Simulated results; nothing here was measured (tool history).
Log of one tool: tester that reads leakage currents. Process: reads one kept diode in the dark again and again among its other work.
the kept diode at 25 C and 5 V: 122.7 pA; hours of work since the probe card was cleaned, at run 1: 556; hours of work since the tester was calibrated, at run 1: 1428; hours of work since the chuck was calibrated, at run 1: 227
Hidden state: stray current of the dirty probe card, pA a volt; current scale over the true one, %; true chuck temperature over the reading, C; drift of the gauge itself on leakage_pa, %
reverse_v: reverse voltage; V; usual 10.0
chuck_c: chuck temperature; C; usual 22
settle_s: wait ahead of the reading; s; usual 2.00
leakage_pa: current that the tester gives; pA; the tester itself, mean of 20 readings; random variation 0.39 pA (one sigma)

run,hour,reverse_v,chuck_c,settle_s,hours of work since the probe card was cleaned,hours of work since the tester was calibrated,hours of work since the chuck was calibrated,leakage_pa
1,0.0,10.0,22,2.00,556,1428,227,138.91
2,96.2,1.7,22,2.00,603,1475,274,62.37
3,183.3,10.0,22,0.34,645,1517,316,144.76
4,302.2,10.0,22,0.34,702,1574,373,145.30
5,399.1,10.0,38,2.00,749,1621,420,515.93
6,513.4,10.0,22,2.00,804,1676,475,144.82
7,619.5,16.6,46,7.98,855,1727,526,1216.91
8,773.9,10.0,32,2.00,930,1802,601,329.76
9,921.0,10.0,32,2.00,1001,1873,672,332.48
10,1012.4,10.0,23,3.80,1045,1917,716,161.92
11,1206.6,10.0,23,3.80,1138,2010,809,164.99

3 ways to go on from here, each from the tool as it stands after run 11. What would each give?
A,1384.3,1.0,36,3.92,1224,2096,895,?
B,1384.3,11.5,46,2.09,1224,2096,895,?
C,1384.3,2.4,56,1.34,1224,2096,895,?

run,leakage_pa
A,168.06
B,1062.80
C,1123.21
Without the tool's hidden state the same runs would have given:
run,leakage_pa
A,156.50
B,985.81
C,1063.06
